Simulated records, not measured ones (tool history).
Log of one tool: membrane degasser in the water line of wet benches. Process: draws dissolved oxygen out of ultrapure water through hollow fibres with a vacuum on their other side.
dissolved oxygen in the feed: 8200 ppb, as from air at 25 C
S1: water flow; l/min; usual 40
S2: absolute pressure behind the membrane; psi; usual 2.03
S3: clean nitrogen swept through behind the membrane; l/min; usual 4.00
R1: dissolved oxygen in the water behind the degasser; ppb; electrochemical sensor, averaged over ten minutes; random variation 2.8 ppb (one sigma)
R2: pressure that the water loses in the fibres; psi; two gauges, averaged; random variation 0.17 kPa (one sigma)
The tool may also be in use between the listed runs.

run    hour  S1    S2     S3     R1     R2
  1     0.0  40  2.03   4.00  290.5  4.173
  2   115.6  40  2.03   4.00  285.4  4.173
  3   228.2  40  2.03   4.00  287.0  4.235
  4   348.4  40  2.03   7.10  183.9  4.196
  5   444.9  40  2.03   7.10  183.9  4.218
  6   538.0  40  2.03   7.10  188.1  4.247
      573.8  -- vacuum gauge calibrated
  7   673.5  40  2.03   7.10  187.9  4.203
  8   796.1  40  2.03   7.10  189.7  4.219
      808.0  -- vacuum gauge calibrated, once more
  9   922.0  40  2.03   7.10  185.2  4.179
 10  1001.7  40  1.33   7.10  120.0  4.231
 11  1095.6  40  1.33   7.10  120.4  4.244
 12  1234.2  33  2.03   4.00  234.6  3.478
 13  1304.6  40  4.73   4.00  684.7  4.242
 14  1393.6  40  4.73   4.00  684.5  4.208
 15  1529.0  40  2.03   4.00  291.4  4.210
 16  1625.7  40  2.03   4.00  286.4  4.173
 17  1736.2  26  3.41   2.24  543.0  2.714
 18  1883.0  32  2.03   6.31  154.2  3.391
 19  1966.8  41  2.03   3.11  359.2  4.377
 20  2069.4  32  2.03   3.15  279.7  3.443
 21  2167.9  32  1.58   2.54  241.6  3.366
 22  2321.3  32  1.58   2.54  244.0  3.437
 23  2450.3  27  2.03   4.41  172.1  2.899
 24  2560.0  34  3.05   5.53  285.7  3.698
 25  2648.1  36  3.16   4.00  423.2  3.800
 26  2783.5  36  3.16   4.00  417.6  3.846
 27  2935.2  30  1.54  10.36   74.2  3.205
 28  3048.9  39  1.46   3.36  223.7  4.173
 29  3184.5  39  1.65   2.05  377.3  4.163
 30  3269.7  39  1.65   2.05  379.8  4.171
 31  3385.2  39  1.65   2.05  380.3  4.199

Some steps in R1 between neighbouring runs. How much of each would the tool show without its hidden state too (settings, what came in, random variation), and how much is left for the hidden state, with any gauge scatter that isn't in both results?
The hidden state here: membrane still open, %; true pressure behind the membrane over the reading, kPa; air that leaks in behind the membrane, l/min; drift of the gauge itself on oxygen_ppb, %; drift of the gauge itself on loss_of_pressure_kpa, %.
Run 12 -> 13: S1 33 -> 40, S2 2.03 -> 4.73. R1 +450.1 ppb: hidden state +2.9, all else +447.2.
Run 14 -> 15: S2 4.73 -> 2.03. R1 -393.1 ppb: hidden state +0.2, all else -393.3.
Run 17 -> 18: S1 26 -> 32, S2 3.41 -> 2.03, S3 2.24 -> 6.31. R1 -388.8 ppb: hidden state +0.0, all else -388.8.
Run 18 -> 19: S1 32 -> 41, S3 6.31 -> 3.11. R1 +205.0 ppb: hidden state +5.1, all else +199.9.
Run 26 -> 27: S1 36 -> 30, S2 3.16 -> 1.54, S3 4.00 -> 10.36. R1 -343.4 ppb: hidden state -4.9, all else -338.5.
Run 27 -> 28: S1 30 -> 39, S2 1.54 -> 1.46, S3 10.36 -> 3.36. R1 +149.5 ppb: hidden state +7.1, all else +142.4.

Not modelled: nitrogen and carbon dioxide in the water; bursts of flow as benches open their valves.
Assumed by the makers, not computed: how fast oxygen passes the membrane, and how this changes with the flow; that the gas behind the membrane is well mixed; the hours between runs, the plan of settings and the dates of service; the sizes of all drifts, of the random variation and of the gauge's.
